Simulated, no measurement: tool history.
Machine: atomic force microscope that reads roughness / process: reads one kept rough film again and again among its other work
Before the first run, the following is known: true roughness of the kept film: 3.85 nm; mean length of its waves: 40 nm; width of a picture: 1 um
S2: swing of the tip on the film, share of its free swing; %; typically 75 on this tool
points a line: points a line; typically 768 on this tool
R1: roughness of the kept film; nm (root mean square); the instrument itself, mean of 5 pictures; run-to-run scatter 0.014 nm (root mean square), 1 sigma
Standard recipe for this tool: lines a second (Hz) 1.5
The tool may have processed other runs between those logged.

run 1 hour=0 | lines_a_second_(Hz)=1.5 S2=75 points_a_line=768 | R1=3.21
run 2 hour=31.3 | lines_a_second_(Hz)=1.5 S2=75 points_a_line=768 | R1=2.929
run 3 hour=54.3 | lines_a_second_(Hz)=0.59 S2=75 points_a_line=768 | R1=2.881
run 4 hour=88.1 | lines_a_second_(Hz)=0.59 S2=75 points_a_line=768 | R1=2.699
-- hour=98.7 new tip fitted
run 5 hour=110.2 | lines_a_second_(Hz)=1.5 S2=75 points_a_line=261 | R1=3.157
run 6 hour=144.3 | lines_a_second_(Hz)=1.5 S2=75 points_a_line=740 | R1=2.918
run 7 hour=170.7 | lines_a_second_(Hz)=1.5 S2=75 points_a_line=740 | R1=2.729
run 8 hour=195 | lines_a_second_(Hz)=1.5 S2=75 points_a_line=503 | R1=2.587
-- hour=204.6 new tip fitted
run 9 hour=222 | lines_a_second_(Hz)=1.5 S2=75 points_a_line=503 | R1=3.139
run 10 hour=239 | lines_a_second_(Hz)=1.5 S2=75 points_a_line=503 | R1=3.01
run 11 hour=259.5 | lines_a_second_(Hz)=1.5 S2=75 points_a_line=503 | R1=2.864
-- hour=263.4 height scale calibrated on a step standard
run 12 hour=290.9 | lines_a_second_(Hz)=1.5 S2=75 points_a_line=768 | R1=2.685
-- hour=312.6 new tip fitted
run 13 hour=319.4 | lines_a_second_(Hz)=1.5 S2=75 points_a_line=768 | R1=3.176
-- hour=325.6 height scale calibrated on a step standard, once more
run 14 hour=356.5 | lines_a_second_(Hz)=1.5 S2=75 points_a_line=768 | R1=2.93
run 15 hour=373.7 | lines_a_second_(Hz)=1.5 S2=75 points_a_line=768 | R1=2.825
run 16 hour=394.8 | lines_a_second_(Hz)=1.5 S2=75 points_a_line=768 | R1=2.678
-- hour=421 new tip fitted
run 17 hour=424 | lines_a_second_(Hz)=1.5 S2=75 points_a_line=597 | R1=3.23
run 18 hour=459.3 | lines_a_second_(Hz)=1.5 S2=75 points_a_line=597 | R1=2.965
run 19 hour=487.7 | lines_a_second_(Hz)=1.5 S2=75 points_a_line=768 | R1=2.766
run 20 hour=519.9 | lines_a_second_(Hz)=1.5 S2=75 points_a_line=768 | R1=2.539
-- hour=527.5 new tip fitted
run 21 hour=552.3 | lines_a_second_(Hz)=1.5 S2=60 points_a_line=768 | R1=3.208
run 22 hour=586.4 | lines_a_second_(Hz)=0.54 S2=79 points_a_line=257 | R1=2.911
run 23 hour=619.2 | lines_a_second_(Hz)=1.5 S2=84 points_a_line=757 | R1=2.534
-- hour=633 new tip fitted
run 24 hour=636.7 | lines_a_second_(Hz)=3.79 S2=67 points_a_line=617 | R1=3.089
run 25 hour=653.8 | lines_a_second_(Hz)=2.12 S2=60 points_a_line=617 | R1=3.173
run 26 hour=689.5 | lines_a_second_(Hz)=2.12 S2=56 points_a_line=437 | R1=2.935
run 27 hour=712.7 | lines_a_second_(Hz)=2.56 S2=55 points_a_line=444 | R1=2.76
run 28 hour=729 | lines_a_second_(Hz)=2.56 S2=55 points_a_line=444 | R1=2.68
-- hour=739 new tip fitted
run 29 hour=746.3 | lines_a_second_(Hz)=0.81 S2=75 points_a_line=803 | R1=3.276
run 30 hour=773.4 | lines_a_second_(Hz)=2.28 S2=75 points_a_line=379 | R1=2.91
run 31 hour=799.5 | lines_a_second_(Hz)=0.58 S2=84 points_a_line=386 | R1=2.91
run 32 hour=820.1 | lines_a_second_(Hz)=1.5 S2=65 points_a_line=768 | R1=2.78
-- hour=845.9 new tip fitted
run 33 hour=853.4 | lines_a_second_(Hz)=1.5 S2=65 points_a_line=768 | R1=3.319
run 34 hour=878.8 | lines_a_second_(Hz)=1.5 S2=65 points_a_line=768 | R1=3.106
run 35 hour=913.8 | lines_a_second_(Hz)=1.67 S2=61 points_a_line=329 | R1=2.848
run 36 hour=934.5 | lines_a_second_(Hz)=1.67 S2=61 points_a_line=329 | R1=2.715
-- hour=951.5 new tip fitted
run 37 hour=951.5 | lines_a_second_(Hz)=1.67 S2=61 points_a_line=329 | R1=3.39
run 38 hour=973.1 | lines_a_second_(Hz)=2.15 S2=61 points_a_line=962 | R1=3.172
run 39 hour=995.5 | lines_a_second_(Hz)=2.15 S2=61 points_a_line=962 | R1=2.993
run 40 hour=1011.5 | lines_a_second_(Hz)=0.55 S2=61 points_a_line=962 | R1=2.98
run 41 hour=1028 | lines_a_second_(Hz)=0.55 S2=61 points_a_line=962 | R1=2.845

Below are 4 alternative next runs, each starting from the tool's condition after run 41. Predict each:
run A hour=1051.1 | lines_a_second_(Hz)=0.64 S2=75 points_a_line=768 | R1=?
run B hour=1051.1 | lines_a_second_(Hz)=1.16 S2=87 points_a_line=284 | R1=?
run C hour=1051.1 | lines_a_second_(Hz)=1.11 S2=58 points_a_line=820 | R1=?
run D hour=1051.1 | lines_a_second_(Hz)=1.5 S2=85 points_a_line=258 | R1=?

run=A R1=2.63
run=B R1=2.47
run=C R1=2.668
run=D R1=2.443
Had the tool no hidden state, the same runs would have come out as:
run=A R1=3.4
run=B R1=3.19
run=C R1=3.449
run=D R1=3.156

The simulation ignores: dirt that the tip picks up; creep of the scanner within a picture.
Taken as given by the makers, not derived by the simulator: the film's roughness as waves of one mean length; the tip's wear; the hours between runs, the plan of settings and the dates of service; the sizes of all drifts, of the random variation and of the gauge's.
